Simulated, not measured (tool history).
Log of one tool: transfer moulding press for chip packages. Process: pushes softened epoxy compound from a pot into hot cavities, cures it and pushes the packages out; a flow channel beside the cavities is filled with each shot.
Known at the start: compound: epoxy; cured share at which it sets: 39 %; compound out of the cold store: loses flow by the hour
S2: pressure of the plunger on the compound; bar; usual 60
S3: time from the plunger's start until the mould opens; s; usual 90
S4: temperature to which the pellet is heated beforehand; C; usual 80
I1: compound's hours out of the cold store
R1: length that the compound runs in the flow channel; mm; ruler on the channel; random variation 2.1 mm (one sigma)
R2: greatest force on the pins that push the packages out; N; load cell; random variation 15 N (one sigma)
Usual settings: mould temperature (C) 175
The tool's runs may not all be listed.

{"run": 1, "hour": 0.0, "mould temperature (C)": 175, "S2": 60, "S3": 90, "S4": 80, "I1": 21.9, "R1": 913, "R2": 714}
{"run": 2, "hour": 31.6, "mould temperature (C)": 175, "S2": 60, "S3": 111, "S4": 80, "I1": 17.5, "R1": 926, "R2": 467}
{"run": 3, "hour": 65.6, "mould temperature (C)": 180, "S2": 60, "S3": 111, "S4": 80, "I1": 30.2, "R1": 877, "R2": 379}
{"run": 4, "hour": 97.2, "mould temperature (C)": 180, "S2": 60, "S3": 111, "S4": 80, "I1": 47.1, "R1": 848, "R2": 388}
{"run": 5, "hour": 117.7, "mould temperature (C)": 180, "S2": 60, "S3": 111, "S4": 80, "I1": 40.8, "R1": 855, "R2": 382}
{"run": 6, "hour": 151.1, "mould temperature (C)": 180, "S2": 60, "S3": 111, "S4": 80, "I1": 18.9, "R1": 898, "R2": 381}
{"run": 7, "hour": 176.0, "mould temperature (C)": 175, "S2": 69.2, "S3": 90, "S4": 89, "I1": 16.1, "R1": 996, "R2": 705}
{"run": 8, "hour": 200.3, "mould temperature (C)": 175, "S2": 60, "S3": 109, "S4": 80, "I1": 22.8, "R1": 916, "R2": 467}
{"run": 9, "hour": 237.3, "mould temperature (C)": 175, "S2": 60, "S3": 109, "S4": 80, "I1": 10.2, "R1": 940, "R2": 458}
{"run": 10, "hour": 266.1, "mould temperature (C)": 175, "S2": 53.9, "S3": 90, "S4": 72, "I1": 46.2, "R1": 828, "R2": 723}

Taken out of this log: 5 entries between the listed runs. Where each belongs, and how the hidden state differs across it:
Between runs 3 and 4: cavities cleaned with cleaning compound and waxed (hour 75.1)
  pressure that reaches the compound, % of what is set: 99.96 -> 99.95; grip of the stained cavities, % over clean ones': 0.9 -> 0.5
Between runs 4 and 5: mould's thermocouples calibrated (hour 109)
  pressure that reaches the compound, % of what is set: 99.95 -> 99.94; grip of the stained cavities, % over clean ones': 0.5 -> 0.7
Between runs 5 and 6: cavities cleaned with cleaning compound and waxed (hour 151.1)
  pressure that reaches the compound, % of what is set: 99.94 -> 99.93; grip of the stained cavities, % over clean ones': 0.7 -> 0
Between runs 8 and 9: plunger's sealing rings changed (hour 213.7); cavities cleaned with cleaning compound and waxed (hour 228.6)
  pressure that reaches the compound, % of what is set: 99.91 -> 99.98; grip of the stained cavities, % over clean ones': 0.7 -> 0.2
